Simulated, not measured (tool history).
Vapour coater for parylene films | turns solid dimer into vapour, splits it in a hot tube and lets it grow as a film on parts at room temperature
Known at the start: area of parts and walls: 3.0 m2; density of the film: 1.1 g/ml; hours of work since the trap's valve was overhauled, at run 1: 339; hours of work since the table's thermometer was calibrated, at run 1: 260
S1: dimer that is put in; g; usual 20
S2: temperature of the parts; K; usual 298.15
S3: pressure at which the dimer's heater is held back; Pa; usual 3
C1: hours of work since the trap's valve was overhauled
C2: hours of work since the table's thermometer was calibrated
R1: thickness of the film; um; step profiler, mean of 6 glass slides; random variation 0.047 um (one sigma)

run 1 day=0 | S1=20 S2=298.15 S3=3 | C1=339 C2=260 | R1=5.34
run 2 day=1.35 | S1=20 S2=298.15 S3=3 | C1=359 C2=280 | R1=5.23
run 3 day=3.121 | S1=20 S2=298.15 S3=3 | C1=385 C2=306 | R1=5.29
run 4 day=4.717 | S1=20 S2=298.15 S3=3 | C1=409 C2=330 | R1=5.31
run 5 day=5.708 | S1=20 S2=298.15 S3=3 | C1=424 C2=345 | R1=5.34
run 6 day=7.558 | S1=20 S2=298.15 S3=3 | C1=452 C2=373 | R1=5.34
run 7 day=9.3 | S1=20 S2=298.15 S3=3 | C1=478 C2=399 | R1=5.37
run 8 day=11.162 | S1=20 S2=298.15 S3=3 | C1=506 C2=427 | R1=5.22
run 9 day=13.367 | S1=20 S2=298.15 S3=3 | C1=539 C2=460 | R1=5.28
run 10 day=15.462 | S1=20 S2=298.15 S3=3 | C1=570 C2=491 | R1=5.27
run 11 day=17.608 | S1=20 S2=298.15 S3=3 | C1=602 C2=523 | R1=5.26
run 12 day=19.679 | S1=20 S2=298.15 S3=3 | C1=633 C2=554 | R1=5.17
run 13 day=21.483 | S1=20 S2=298.15 S3=3 | C1=660 C2=581 | R1=5.25
run 14 day=22.542 | S1=20 S2=298.15 S3=3 | C1=676 C2=597 | R1=5.26
-- day=23.646 trap's valve overhauled
run 15 day=24.117 | S1=20 S2=298.15 S3=3 | C1=7 C2=618 | R1=5.4
run 16 day=25.529 | S1=20 S2=298.15 S3=3 | C1=28 C2=639 | R1=5.29
run 17 day=27.946 | S1=20 S2=306.15 S3=4.54 | C1=64 C2=676 | R1=3.3
run 18 day=30.125 | S1=20 S2=306.15 S3=4.54 | C1=97 C2=708 | R1=3.29
run 19 day=32.433 | S1=12 S2=291.15 S3=5.94 | C1=132 C2=743 | R1=3.59
run 20 day=34.475 | S1=12 S2=291.15 S3=5.94 | C1=162 C2=773 | R1=3.56
run 21 day=36.288 | S1=29 S2=293.15 S3=5.94 | C1=189 C2=800 | R1=8.61
run 22 day=38.675 | S1=29 S2=293.15 S3=5.94 | C1=225 C2=836 | R1=8.47
run 23 day=40.817 | S1=29 S2=293.15 S3=5.94 | C1=257 C2=868 | R1=8.52
run 24 day=42.333 | S1=29 S2=293.15 S3=5.94 | C1=280 C2=891 | R1=8.56

Forecast each of these 4 alternatives for the next run:
run A day=43.958 | S1=29 S2=293.15 S3=3.33 | C1=304 C2=915 | R1=?
run B day=43.958 | S1=20 S2=298.15 S3=4.09 | C1=304 C2=915 | R1=?
run C day=43.958 | S1=10 S2=293.15 S3=5.94 | C1=304 C2=915 | R1=?
run D day=43.958 | S1=21 S2=292.15 S3=2.57 | C1=304 C2=915 | R1=?

run=A R1=8.52
run=B R1=4.96
run=C R1=2.93
run=D R1=6.28
Without the tool's hidden state the same runs would have given:
run=A R1=8.55
run=B R1=4.98
run=C R1=2.94
run=D R1=6.3

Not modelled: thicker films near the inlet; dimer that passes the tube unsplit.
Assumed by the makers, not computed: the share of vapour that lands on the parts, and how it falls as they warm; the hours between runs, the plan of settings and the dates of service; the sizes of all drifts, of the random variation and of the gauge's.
